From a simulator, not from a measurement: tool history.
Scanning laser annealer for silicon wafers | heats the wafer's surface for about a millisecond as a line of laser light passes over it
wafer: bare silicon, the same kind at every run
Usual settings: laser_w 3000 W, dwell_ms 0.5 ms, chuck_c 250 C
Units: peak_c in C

{"run": 1, "hour": 0.0, "laser_w": 3000, "dwell_ms": 0.5, "chuck_c": 250, "peak_c": 926}
{"run": 2, "hour": 13.4, "laser_w": 3000, "dwell_ms": 0.5, "chuck_c": 250, "peak_c": 926}
{"run": 3, "hour": 30.6, "laser_w": 3000, "dwell_ms": 0.5, "chuck_c": 250, "peak_c": 925}
{"run": 4, "hour": 48.7, "laser_w": 3000, "dwell_ms": 0.5, "chuck_c": 250, "peak_c": 923}
{"run": 5, "hour": 65.9, "laser_w": 3000, "dwell_ms": 0.5, "chuck_c": 250, "peak_c": 924}
{"run": 6, "hour": 83.6, "laser_w": 3000, "dwell_ms": 0.5, "chuck_c": 250, "peak_c": 920}
{"run": 7, "hour": 94.0, "laser_w": 3000, "dwell_ms": 0.5, "chuck_c": 250, "peak_c": 921}
{"run": 8, "hour": 110.6, "laser_w": 3000, "dwell_ms": 0.5, "chuck_c": 250, "peak_c": 919}
{"run": 9, "hour": 131.0, "laser_w": 3000, "dwell_ms": 0.5, "chuck_c": 250, "peak_c": 921}
{"run": 10, "hour": 145.5, "laser_w": 3000, "dwell_ms": 0.5, "chuck_c": 250, "peak_c": 918}
{"run": 11, "hour": 156.8, "laser_w": 3000, "dwell_ms": 0.5, "chuck_c": 250, "peak_c": 916}
{"run": 12, "hour": 167.9, "laser_w": 2847, "dwell_ms": 0.5, "chuck_c": 248, "peak_c": 879}
{"hour": 172.3, "done": "laser's power meter calibrated"}
{"run": 13, "hour": 183.7, "laser_w": 3111, "dwell_ms": 0.539, "chuck_c": 286, "peak_c": 1004}
{"run": 14, "hour": 200.6, "laser_w": 2754, "dwell_ms": 0.421, "chuck_c": 271, "peak_c": 829}

Forecast run 15:
{"hour": 214.2, "done": "laser's power meter calibrated, once more"}
{"run": 15, "hour": 215.9, "laser_w": 2754, "dwell_ms": 0.468, "chuck_c": 213, "peak_c": "?"}

peak_c: 801 C
Without the tool's hidden state the same run would have given peak_c 840 C.
